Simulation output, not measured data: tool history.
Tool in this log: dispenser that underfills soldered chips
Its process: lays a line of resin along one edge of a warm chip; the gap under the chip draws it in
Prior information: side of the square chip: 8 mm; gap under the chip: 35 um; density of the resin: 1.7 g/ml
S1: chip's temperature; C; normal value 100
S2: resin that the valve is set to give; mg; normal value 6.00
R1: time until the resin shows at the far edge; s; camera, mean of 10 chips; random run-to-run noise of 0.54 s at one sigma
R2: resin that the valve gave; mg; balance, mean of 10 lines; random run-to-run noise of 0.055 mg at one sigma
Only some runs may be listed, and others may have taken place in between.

run	day	S1	S2	R1	R2
1	0.000	100	6.00	60.3	5.83
2	0.221	100	6.00	46.9	6.00
3	0.488	86	6.00	102.7	5.91
4	0.812	100	6.00	51.6	5.89
5	1.121	100	6.00	65.1	5.91
6	1.367	104	6.24	41.8	6.00
7	1.612	97	5.25	70.0	5.07
8	1.862	114	6.00	29.6	5.76
9	2.083	114	6.00	35.4	5.78
10	2.262	89	7.20	100.9	6.91

Withheld: 4 entries from between the runs. Position of each, and hidden state at the listed run before versus the listed run after:
After run 1, before run 2: new syringe of resin (day 0.146)
  resin's viscosity, % of fresh resin's: 135.2 -> 106.9; dose that the valve gives, % of what is set: 98.32 -> 98.1; true chip temperature over the reading, C: 0.08 -> 0.07
  difference, measured minus the result without the unlogged condition, R1: +15.7 -> +3.1 s; R2: -0.10 -> -0.12 mg
After run 3, before run 4: new syringe of resin (day 0.688)
  resin's viscosity, % of fresh resin's: 131.6 -> 112.5; dose that the valve gives, % of what is set: 97.84 -> 97.52; true chip temperature over the reading, C: 0.05 -> 0.03
  difference, measured minus the result without the unlogged condition, R1: +24.8 -> +5.8 s; R2: -0.13 -> -0.14 mg
After run 5, before run 6: new syringe of resin (day 1.225)
  resin's viscosity, % of fresh resin's: 143.1 -> 110.5; dose that the valve gives, % of what is set: 97.23 -> 96.96; true chip temperature over the reading, C: 0.01 -> -0.01
  difference, measured minus the result without the unlogged condition, R1: +19.6 -> +4.1 s; R2: -0.17 -> -0.19 mg
After run 7, before run 8: new syringe of resin (day 1.758)
  resin's viscosity, % of fresh resin's: 133.6 -> 108.2; dose that the valve gives, % of what is set: 96.72 -> 96.48; true chip temperature over the reading, C: -0.03 -> -0.04
  difference, measured minus the result without the unlogged condition, R1: +18.2 -> +2.4 s; R2: -0.17 -> -0.21 mg
